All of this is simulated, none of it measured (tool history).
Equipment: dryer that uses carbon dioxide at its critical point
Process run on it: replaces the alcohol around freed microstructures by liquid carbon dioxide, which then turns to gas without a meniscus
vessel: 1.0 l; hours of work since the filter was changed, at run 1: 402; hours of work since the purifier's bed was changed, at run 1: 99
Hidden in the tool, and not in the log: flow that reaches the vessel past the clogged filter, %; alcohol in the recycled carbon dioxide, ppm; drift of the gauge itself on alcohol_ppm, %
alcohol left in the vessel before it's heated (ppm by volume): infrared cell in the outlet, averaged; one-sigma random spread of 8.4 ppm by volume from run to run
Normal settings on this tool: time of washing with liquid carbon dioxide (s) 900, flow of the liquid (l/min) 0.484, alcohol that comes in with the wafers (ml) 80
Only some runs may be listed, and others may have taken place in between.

| run | hour | time of washing with liquid carbon dioxide (s) | flow of the liquid (l/min) | alcohol that comes in with the wafers (ml) | hours of work since the filter was changed | hours of work since the purifier's bed was changed | alcohol left in the vessel before it's heated (ppm by volume) |
|---|---|---|---|---|---|---|---|
| 1 | 0 | 900 | 0.484 | 80 | 402 | 99 | 670 |
| 2 | 8 | 900 | 0.484 | 80 | 408 | 105 | 655 |
| 3 | 17.5 | 900 | 0.685 | 80 | 415 | 112 | 83 |
| 4 | 29.6 | 900 | 0.685 | 80 | 425 | 121 | 94 |
| 5 | 35.3 | 900 | 0.685 | 80 | 429 | 126 | 90 |
| 6 | 44.4 | 900 | 0.484 | 80 | 436 | 132 | 679 |
| 7 | 54.9 | 900 | 0.484 | 45 | 443 | 140 | 389 |
| 8 | 62.1 | 900 | 0.484 | 45 | 449 | 146 | 398 |
| 9 | 68.3 | 900 | 0.484 | 45 | 453 | 150 | 402 |
| 10 | 78.3 | 540 | 0.484 | 80 | 461 | 158 | 4478 |
| 11 | 83.5 | 540 | 0.484 | 80 | 465 | 162 | 4673 |
| 12 | 90.5 | 900 | 0.484 | 80 | 470 | 167 | 713 |
| 13 | 98 | 900 | 0.484 | 80 | 476 | 172 | 711 |
| 14 | 104.1 | 840 | 0.484 | 80 | 480 | 177 | 975 |
|  | 107.1 | inlet filter changed |
| 15 | 115.4 | 1260 | 0.484 | 80 | 6 | 185 | 76 |
| 16 | 125.7 | 900 | 0.484 | 80 | 14 | 192 | 472 |
| 17 | 132.8 | 900 | 0.484 | 80 | 19 | 198 | 481 |
| 18 | 144.3 | 900 | 0.484 | 80 | 28 | 206 | 465 |
| 19 | 155.3 | 1260 | 0.437 | 61 | 36 | 214 | 111 |
| 20 | 162.4 | 1260 | 0.437 | 61 | 41 | 220 | 115 |
| 21 | 171.3 | 720 | 0.609 | 38 | 48 | 226 | 232 |
| 22 | 182.7 | 660 | 0.609 | 85 | 56 | 235 | 710 |
| 23 | 191.9 | 600 | 0.609 | 24 | 63 | 242 | 328 |
| 24 | 202.3 | 720 | 0.343 | 72 | 71 | 249 | 4200 |
| 25 | 213.8 | 600 | 0.716 | 79 | 80 | 258 | 471 |
| 26 | 221.7 | 900 | 0.603 | 66 | 86 | 264 | 131 |
| 27 | 233 | 900 | 0.603 | 66 | 94 | 272 | 126 |
| 28 | 239.4 | 900 | 0.603 | 66 | 99 | 277 | 117 |
| 29 | 244.7 | 1020 | 0.484 | 80 | 103 | 281 | 277 |
| 30 | 253.2 | 600 | 0.386 | 80 | 109 | 288 | 5740 |
| 31 | 262.8 | 900 | 0.735 | 23 | 116 | 295 | 25 |
| 32 | 272.6 | 900 | 0.735 | 23 | 124 | 302 | 25 |
| 33 | 280 | 900 | 0.735 | 23 | 129 | 308 | 31 |
| 34 | 285.7 | 900 | 0.448 | 23 | 133 | 312 | 242 |
| 35 | 296 | 900 | 0.419 | 80 | 141 | 319 | 1084 |

5 options for the next run, each taken on its own from the tool as it stands now. Forecast them:
| A | 306.1 | 600 | 0.484 | 80 | 149 | 327 | ? |
| B | 306.1 | 960 | 0.514 | 56 | 149 | 327 | ? |
| C | 306.1 | 900 | 0.369 | 35 | 149 | 327 | ? |
| D | 306.1 | 780 | 0.722 | 62 | 149 | 327 | ? |
| E | 306.1 | 900 | 0.352 | 80 | 149 | 327 | ? |

| run | alcohol left in the vessel before it's heated (ppm by volume) |
|---|---|
| A | 2884 |
| B | 208 |
| C | 822 |
| D | 97 |
| E | 2308 |
With no hidden state in the tool, these same runs would have given:
| run | alcohol left in the vessel before it's heated (ppm by volume) |
|---|---|
| A | 2578 |
| B | 162 |
| C | 717 |
| D | 66 |
| E | 2047 |
